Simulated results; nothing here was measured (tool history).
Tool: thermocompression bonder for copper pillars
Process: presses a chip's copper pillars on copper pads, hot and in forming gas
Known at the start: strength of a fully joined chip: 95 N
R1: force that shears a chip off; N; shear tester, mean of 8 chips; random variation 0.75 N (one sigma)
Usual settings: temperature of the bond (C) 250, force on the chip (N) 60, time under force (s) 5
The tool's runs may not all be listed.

run 1 hour=0 | temperature_of_the_bond_(C)=250 force_on_the_chip_(N)=60 time_under_force_(s)=5 | R1=53
run 2 hour=10.4 | temperature_of_the_bond_(C)=250 force_on_the_chip_(N)=60 time_under_force_(s)=5 | R1=52.1
run 3 hour=21.5 | temperature_of_the_bond_(C)=250 force_on_the_chip_(N)=60 time_under_force_(s)=5 | R1=51.4
run 4 hour=30.5 | temperature_of_the_bond_(C)=250 force_on_the_chip_(N)=60 time_under_force_(s)=5 | R1=51.5
run 5 hour=40.1 | temperature_of_the_bond_(C)=250 force_on_the_chip_(N)=60 time_under_force_(s)=5 | R1=50.6
run 6 hour=59.9 | temperature_of_the_bond_(C)=250 force_on_the_chip_(N)=60 time_under_force_(s)=5 | R1=52.2
run 7 hour=69.8 | temperature_of_the_bond_(C)=250 force_on_the_chip_(N)=60 time_under_force_(s)=5 | R1=52.2
run 8 hour=81 | temperature_of_the_bond_(C)=250 force_on_the_chip_(N)=60 time_under_force_(s)=5 | R1=51
-- hour=84.5 heater calibrated with a thermocouple chip
run 9 hour=97.6 | temperature_of_the_bond_(C)=279 force_on_the_chip_(N)=47 time_under_force_(s)=5 | R1=56.8
run 10 hour=115.2 | temperature_of_the_bond_(C)=269 force_on_the_chip_(N)=40 time_under_force_(s)=3 | R1=37.1
run 11 hour=130.6 | temperature_of_the_bond_(C)=269 force_on_the_chip_(N)=40 time_under_force_(s)=3 | R1=38.1
run 12 hour=149.5 | temperature_of_the_bond_(C)=235 force_on_the_chip_(N)=43 time_under_force_(s)=3 | R1=24.8
run 13 hour=166 | temperature_of_the_bond_(C)=235 force_on_the_chip_(N)=43 time_under_force_(s)=4 | R1=29.3

Forecast each of these 3 alternatives for the next run:
-- hour=172.9 heater calibrated with a thermocouple chip, once more
run A hour=178.9 | temperature_of_the_bond_(C)=250 force_on_the_chip_(N)=46 time_under_force_(s)=5 | R1=?
-- hour=172.9 heater calibrated with a thermocouple chip, once more
run B hour=178.9 | temperature_of_the_bond_(C)=235 force_on_the_chip_(N)=51 time_under_force_(s)=3 | R1=?
-- hour=172.9 heater calibrated with a thermocouple chip, once more
run C hour=178.9 | temperature_of_the_bond_(C)=257 force_on_the_chip_(N)=60 time_under_force_(s)=9 | R1=?

run=A R1=45.5
run=B R1=34.5
run=C R1=68.9
Without the tool's hidden state the same runs would have given:
run=A R1=46.5
run=B R1=35.3
run=C R1=71
